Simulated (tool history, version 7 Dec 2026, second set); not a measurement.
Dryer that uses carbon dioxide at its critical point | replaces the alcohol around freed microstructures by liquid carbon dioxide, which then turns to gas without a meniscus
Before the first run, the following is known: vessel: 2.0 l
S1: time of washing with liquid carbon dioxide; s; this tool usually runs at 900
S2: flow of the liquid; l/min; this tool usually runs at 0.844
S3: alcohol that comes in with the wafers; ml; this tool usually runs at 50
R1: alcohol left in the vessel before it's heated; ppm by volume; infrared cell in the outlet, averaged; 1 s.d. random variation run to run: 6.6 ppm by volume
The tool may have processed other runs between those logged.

run	day	S1	S2	S3	R1
1	0	900	0.844	50	417
2	0.508	900	0.844	50	438
3	0.862	900	0.844	50	441
4	1.467	900	0.62	50	1221
5	2.017	900	0.62	50	1257
6	2.662	900	0.62	50	1240
7	3.388	900	0.62	50	1302
8	3.867	660	1.264	106	638
9	4.346	660	0.989	59	948
10	4.875	660	0.907	59	1234
11	5.579	900	1.224	50	115
12	6.083	1200	1.147	85	66
13	6.383	1320	1.147	72	57

Branching from run 13: 5 alternative next runs. What would each branch give?
# day 7.058: inlet filter changed
A	7.071	660	0.982	107	?
# day 7.058: inlet filter changed
B	7.071	1320	1.389	117	?
# day 7.058: inlet filter changed
C	7.071	1320	0.786	28	?
# day 7.058: inlet filter changed
D	7.071	600	0.784	22	?
# day 7.058: inlet filter changed
E	7.071	900	1.147	59	?

run	R1
A	1189
B	33
C	73
D	735
E	107
What these runs would have given with no unlogged condition in the tool:
run	R1
A	1148
B	0
C	38
D	696
E	70
